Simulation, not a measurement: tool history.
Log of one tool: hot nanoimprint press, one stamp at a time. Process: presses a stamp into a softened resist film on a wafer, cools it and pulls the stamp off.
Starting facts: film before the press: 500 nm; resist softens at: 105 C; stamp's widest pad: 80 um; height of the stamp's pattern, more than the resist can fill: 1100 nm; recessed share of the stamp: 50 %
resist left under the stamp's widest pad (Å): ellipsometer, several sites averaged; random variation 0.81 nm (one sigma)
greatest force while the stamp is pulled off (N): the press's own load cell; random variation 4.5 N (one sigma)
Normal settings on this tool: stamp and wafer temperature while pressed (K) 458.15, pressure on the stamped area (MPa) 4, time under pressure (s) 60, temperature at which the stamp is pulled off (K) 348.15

run	hour	stamp and wafer temperature while pressed (K)	pressure on the stamped area (MPa)	time under pressure (s)	temperature at which the stamp is pulled off (K)	resist left under the stamp's widest pad (Å)	greatest force while the stamp is pulled off (N)
1	0	458.15	4	60	348.15	1927	267
2	28.5	458.15	4	60	348.15	1934	281
3	42.7	458.15	4	60	342.15	1940	313
# hour 64.2: stamp cleaned and given a new release coat
4	64.2	458.15	4	60	342.15	1934	242
5	92.9	458.15	4	60	342.15	1933	255
6	124.4	458.15	4	60	342.15	1937	269
7	142.8	454.15	4	60	348.15	2175	258
8	175.9	454.15	4	60	348.15	2177	269
9	193.8	458.15	4	60	348.15	1942	295
# hour 210: stamp cleaned and given a new release coat
10	214	458.15	4	60	348.15	1939	219
11	233.7	458.15	4	60	348.15	1938	224
12	255.1	458.15	4	33	348.15	2446	249
13	273.9	458.15	3.33	60	348.15	2089	248
# hour 278.8: plate thermocouple calibrated
14	309	458.15	4	60	348.15	1961	267
15	329.7	458.15	4	60	348.15	1961	278
16	343.9	458.15	4	38	337.15	2343	350
# hour 360.8: stamp cleaned and given a new release coat
17	367.4	458.15	4	38	337.15	2359	272
# hour 381.3: plate thermocouple calibrated, once more
# hour 391.6: press's hydraulic seals changed and the load cell set to zero
18	395.5	458.15	3.28	38	341.15	2447	271
19	410.7	446.15	4	68	348.15	2541	242
20	433	463.15	3.11	32	334.15	2354	312
21	464.2	466.15	4.21	60	348.15	1470	273
22	497.8	466.15	4.21	60	348.15	1451	291
# hour 518: stamp cleaned and given a new release coat
23	518.2	455.15	4	60	348.15	2050	211
24	549.9	455.15	4	60	348.15	2057	233
25	575.3	455.15	4	50	348.15	2205	251
26	603.8	455.15	4	50	348.15	2211	248
27	625.5	455.15	5.03	93	353.15	1555	250
28	641.1	464.15	4	60	347.15	1602	289
# hour 664.1: stamp cleaned and given a new release coat
29	676.8	464.15	4	60	347.15	1602	230

5 options for the next run, each taken on its own from the tool as it stands now. Forecast them:
A	701.4	460.15	3.4	60	348.15	?	?
B	701.4	464.15	4	60	347.15	?	?
C	701.4	468.15	4	60	347.15	?	?
D	701.4	465.15	5.82	60	351.15	?	?
E	701.4	452.15	4	53	347.15	?	?

run	resist left under the stamp's widest pad (Å)	greatest force while the stamp is pulled off (N)
A	1933	243
B	1601	239
C	1432	245
D	1304	227
E	2363	251
With no hidden state in the tool, these same runs would have given:
run	resist left under the stamp's widest pad (Å)	greatest force while the stamp is pulled off (N)
A	1899	221
B	1570	218
C	1405	223
D	1273	207
E	2320	229
